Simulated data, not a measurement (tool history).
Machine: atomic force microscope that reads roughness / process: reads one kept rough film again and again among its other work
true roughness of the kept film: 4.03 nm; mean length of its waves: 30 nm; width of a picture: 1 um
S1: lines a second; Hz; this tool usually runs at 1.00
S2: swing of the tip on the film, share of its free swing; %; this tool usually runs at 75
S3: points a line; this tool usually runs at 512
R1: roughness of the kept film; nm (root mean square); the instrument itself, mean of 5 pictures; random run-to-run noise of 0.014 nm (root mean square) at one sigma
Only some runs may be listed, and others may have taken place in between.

| run | hour | S1 | S2 | S3 | R1 |
|---|---|---|---|---|---|
| 1 | 0.0 | 1.00 | 75 | 512 | 3.212 |
|  | 7.9 | new tip fitted |
| 2 | 13.1 | 1.00 | 75 | 512 | 3.458 |
| 3 | 20.5 | 1.00 | 75 | 512 | 3.419 |
| 4 | 27.9 | 1.00 | 75 | 512 | 3.366 |
| 5 | 44.8 | 1.00 | 75 | 512 | 3.288 |
| 6 | 57.3 | 1.00 | 75 | 512 | 3.247 |
|  | 67.7 | new tip fitted |
| 7 | 74.5 | 1.00 | 75 | 512 | 3.454 |
| 8 | 90.5 | 1.00 | 75 | 512 | 3.368 |
| 9 | 107.0 | 1.00 | 75 | 512 | 3.299 |
| 10 | 116.1 | 1.00 | 75 | 512 | 3.212 |
| 11 | 125.1 | 1.00 | 75 | 512 | 3.156 |
|  | 127.2 | new tip fitted |
| 12 | 139.0 | 1.00 | 75 | 512 | 3.421 |
| 13 | 152.7 | 1.00 | 75 | 512 | 3.341 |
| 14 | 160.9 | 1.00 | 75 | 512 | 3.297 |
| 15 | 172.7 | 1.00 | 75 | 512 | 3.239 |
| 16 | 184.7 | 1.00 | 75 | 512 | 3.175 |
|  | 186.2 | new tip fitted |
| 17 | 192.8 | 1.00 | 75 | 512 | 3.452 |
| 18 | 210.0 | 1.00 | 75 | 671 | 3.353 |
| 19 | 224.6 | 1.00 | 75 | 671 | 3.272 |
| 20 | 235.2 | 1.00 | 75 | 660 | 3.225 |
|  | 245.8 | new tip fitted |
| 21 | 253.6 | 1.00 | 75 | 660 | 3.430 |
| 22 | 271.1 | 1.51 | 65 | 258 | 3.327 |
| 23 | 288.6 | 0.72 | 86 | 512 | 3.209 |
| 24 | 298.9 | 0.93 | 87 | 715 | 3.058 |
|  | 305.3 | new tip fitted |
| 25 | 309.5 | 0.69 | 72 | 306 | 3.518 |
| 26 | 320.5 | 1.00 | 84 | 586 | 3.316 |
| 27 | 328.9 | 1.00 | 90 | 461 | 3.150 |
| 28 | 341.4 | 1.00 | 90 | 461 | 3.067 |
| 29 | 350.4 | 1.00 | 90 | 280 | 3.035 |
| 30 | 358.0 | 2.04 | 77 | 458 | 3.010 |
|  | 364.7 | new tip fitted |
| 31 | 371.3 | 1.10 | 71 | 458 | 3.472 |
| 32 | 383.3 | 1.10 | 74 | 542 | 3.357 |
| 33 | 393.5 | 1.79 | 60 | 512 | 3.360 |
| 34 | 409.4 | 1.79 | 60 | 512 | 3.259 |
|  | 423.8 | new tip fitted |
| 35 | 424.6 | 4.00 | 63 | 785 | 3.310 |
| 36 | 434.1 | 3.94 | 75 | 512 | 2.935 |
| 37 | 442.8 | 1.72 | 75 | 416 | 3.252 |
| 38 | 460.0 | 1.72 | 75 | 416 | 3.170 |
| 39 | 473.8 | 1.28 | 67 | 360 | 3.261 |
|  | 483.5 | new tip fitted |
| 40 | 487.0 | 2.01 | 75 | 376 | 3.264 |
| 41 | 500.8 | 2.01 | 75 | 376 | 3.205 |
| 42 | 513.1 | 1.00 | 62 | 545 | 3.420 |

Forecast each of these 4 alternatives for the next run:
| A | 524.8 | 1.00 | 70 | 951 | ? |
| B | 524.8 | 1.00 | 89 | 545 | ? |
| C | 524.8 | 2.73 | 78 | 865 | ? |
| D | 524.8 | 0.73 | 81 | 363 | ? |

| run | R1 |
|---|---|
| A | 3.314 |
| B | 3.093 |
| C | 2.929 |
| D | 3.250 |
What these runs would have given with no unlogged condition in the tool:
| run | R1 |
|---|---|
| A | 3.540 |
| B | 3.303 |
| C | 3.128 |
| D | 3.472 |

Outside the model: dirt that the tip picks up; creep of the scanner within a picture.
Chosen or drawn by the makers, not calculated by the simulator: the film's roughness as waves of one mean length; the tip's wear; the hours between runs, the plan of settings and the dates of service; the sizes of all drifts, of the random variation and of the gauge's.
